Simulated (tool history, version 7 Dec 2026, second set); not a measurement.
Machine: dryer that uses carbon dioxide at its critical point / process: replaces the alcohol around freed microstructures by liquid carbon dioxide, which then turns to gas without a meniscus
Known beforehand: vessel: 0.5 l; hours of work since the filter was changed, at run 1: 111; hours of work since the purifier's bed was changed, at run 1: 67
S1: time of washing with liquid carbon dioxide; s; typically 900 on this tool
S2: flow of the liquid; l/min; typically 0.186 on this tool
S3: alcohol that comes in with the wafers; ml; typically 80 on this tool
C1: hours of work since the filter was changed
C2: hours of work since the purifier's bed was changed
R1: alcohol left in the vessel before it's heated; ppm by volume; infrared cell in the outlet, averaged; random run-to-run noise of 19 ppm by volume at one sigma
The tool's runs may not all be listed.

| run | day | S1 | S2 | S3 | C1 | C2 | R1 |
|---|---|---|---|---|---|---|---|
| 1 | 0.000 | 900 | 0.186 | 80 | 111 | 67 | 1893 |
| 2 | 0.512 | 900 | 0.186 | 80 | 118 | 74 | 1892 |
| 3 | 1.004 | 900 | 0.186 | 80 | 125 | 81 | 1945 |
| 4 | 1.488 | 900 | 0.186 | 80 | 131 | 87 | 2032 |
| 5 | 1.883 | 900 | 0.186 | 58 | 136 | 92 | 1500 |
| 6 | 2.150 | 900 | 0.186 | 58 | 140 | 96 | 1503 |
| 7 | 2.404 | 900 | 0.186 | 58 | 143 | 99 | 1529 |
| 8 | 2.808 | 900 | 0.186 | 58 | 149 | 105 | 1569 |
| 9 | 3.112 | 720 | 0.269 | 80 | 153 | 109 | 1122 |
| 10 | 3.621 | 720 | 0.269 | 80 | 160 | 116 | 1172 |
| 11 | 4.138 | 720 | 0.186 | 70 | 167 | 123 | 4538 |
|  | 4.267 | inlet filter changed |
| 12 | 4.596 | 900 | 0.146 | 80 | 4 | 128 | 3532 |
| 13 | 5.129 | 900 | 0.146 | 80 | 12 | 135 | 3704 |
| 14 | 5.404 | 840 | 0.285 | 80 | 15 | 139 | 200 |
| 15 | 5.988 | 840 | 0.285 | 80 | 23 | 147 | 200 |

Consider 5 possible next runs. They are alternatives, not a sequence: every one starts from the tool as it was left by run 15. What does each give?
| A | 6.325 | 840 | 0.142 | 80 | 28 | 151 | ? |
| B | 6.325 | 900 | 0.188 | 80 | 28 | 151 | ? |
| C | 6.325 | 1200 | 0.184 | 22 | 28 | 151 | ? |
| D | 6.325 | 720 | 0.122 | 35 | 28 | 151 | ? |
| E | 6.325 | 600 | 0.285 | 80 | 28 | 151 | ? |

| run | R1 |
|---|---|
| A | 5425 |
| B | 1341 |
| C | 103 |
| D | 5734 |
| E | 1326 |
With no hidden state in the tool, these same runs would have given:
| run | R1 |
|---|---|
| A | 4962 |
| B | 1178 |
| C | 83 |
| D | 5367 |
| E | 1165 |
